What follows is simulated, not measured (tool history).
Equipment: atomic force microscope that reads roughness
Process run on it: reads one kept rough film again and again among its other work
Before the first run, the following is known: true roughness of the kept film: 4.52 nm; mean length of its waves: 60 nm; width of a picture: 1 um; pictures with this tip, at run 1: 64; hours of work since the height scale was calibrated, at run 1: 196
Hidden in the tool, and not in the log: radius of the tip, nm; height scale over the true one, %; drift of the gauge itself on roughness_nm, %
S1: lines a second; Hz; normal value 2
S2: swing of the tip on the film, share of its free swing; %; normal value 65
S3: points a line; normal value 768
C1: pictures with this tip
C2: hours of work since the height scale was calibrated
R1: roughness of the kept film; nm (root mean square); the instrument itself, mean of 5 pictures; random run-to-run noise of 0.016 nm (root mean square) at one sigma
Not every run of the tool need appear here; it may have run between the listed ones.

| run | hour | S1 | S2 | S3 | C1 | C2 | R1 |
|---|---|---|---|---|---|---|---|
| 1 | 0 | 2 | 65 | 768 | 64 | 196 | 3.949 |
|  | 4.2 | new tip fitted |
| 2 | 32.9 | 2 | 65 | 768 | 34 | 215 | 3.975 |
| 3 | 50.2 | 2 | 65 | 768 | 55 | 225 | 3.961 |
|  | 60.4 | new tip fitted |
| 4 | 85.2 | 2 | 65 | 768 | 30 | 245 | 3.99 |
|  | 115.8 | new tip fitted |
| 5 | 120.4 | 2 | 65 | 768 | 5 | 266 | 3.945 |
| 6 | 159.3 | 2 | 65 | 768 | 51 | 289 | 3.962 |
|  | 172.5 | new tip fitted |
| 7 | 197.3 | 2 | 65 | 768 | 30 | 311 | 3.944 |
|  | 230.6 | new tip fitted |
| 8 | 238 | 2 | 65 | 768 | 9 | 335 | 3.974 |
| 9 | 266.1 | 2 | 65 | 768 | 42 | 352 | 3.956 |
|  | 288.5 | new tip fitted |
| 10 | 299.4 | 2 | 65 | 768 | 13 | 371 | 3.981 |
| 11 | 327.1 | 2 | 65 | 768 | 46 | 387 | 3.958 |
|  | 344.5 | new tip fitted |
| 12 | 361.2 | 2 | 86 | 768 | 20 | 407 | 3.413 |
| 13 | 395.1 | 2 | 86 | 806 | 60 | 427 | 3.41 |
|  | 401 | new tip fitted |
| 14 | 421.4 | 1.24 | 73 | 299 | 24 | 443 | 3.938 |
| 15 | 450.9 | 1.55 | 60 | 768 | 59 | 460 | 4.087 |
|  | 457.6 | new tip fitted |
| 16 | 489.3 | 2 | 65 | 816 | 37 | 483 | 3.942 |
|  | 514.8 | new tip fitted |
| 17 | 530.2 | 2 | 66 | 273 | 18 | 506 | 3.95 |
|  | 571.4 | new tip fitted |
| 18 | 571.4 | 2 | 66 | 273 | 0 | 531 | 3.931 |
| 19 | 593.7 | 2 | 66 | 273 | 26 | 544 | 3.911 |
| 20 | 615.8 | 2 | 66 | 273 | 53 | 557 | 3.935 |

Predict the results of run 21:
|  | 630.7 | new tip fitted |
| 21 | 634.7 | 0.95 | 70 | 695 | 4 | 568 | ? |

{"run 21": {"R1": 4.073}}
If the tool had no hidden condition, the same run with the same run-to-run variation would have returned R1 4.074 nm (root mean square).

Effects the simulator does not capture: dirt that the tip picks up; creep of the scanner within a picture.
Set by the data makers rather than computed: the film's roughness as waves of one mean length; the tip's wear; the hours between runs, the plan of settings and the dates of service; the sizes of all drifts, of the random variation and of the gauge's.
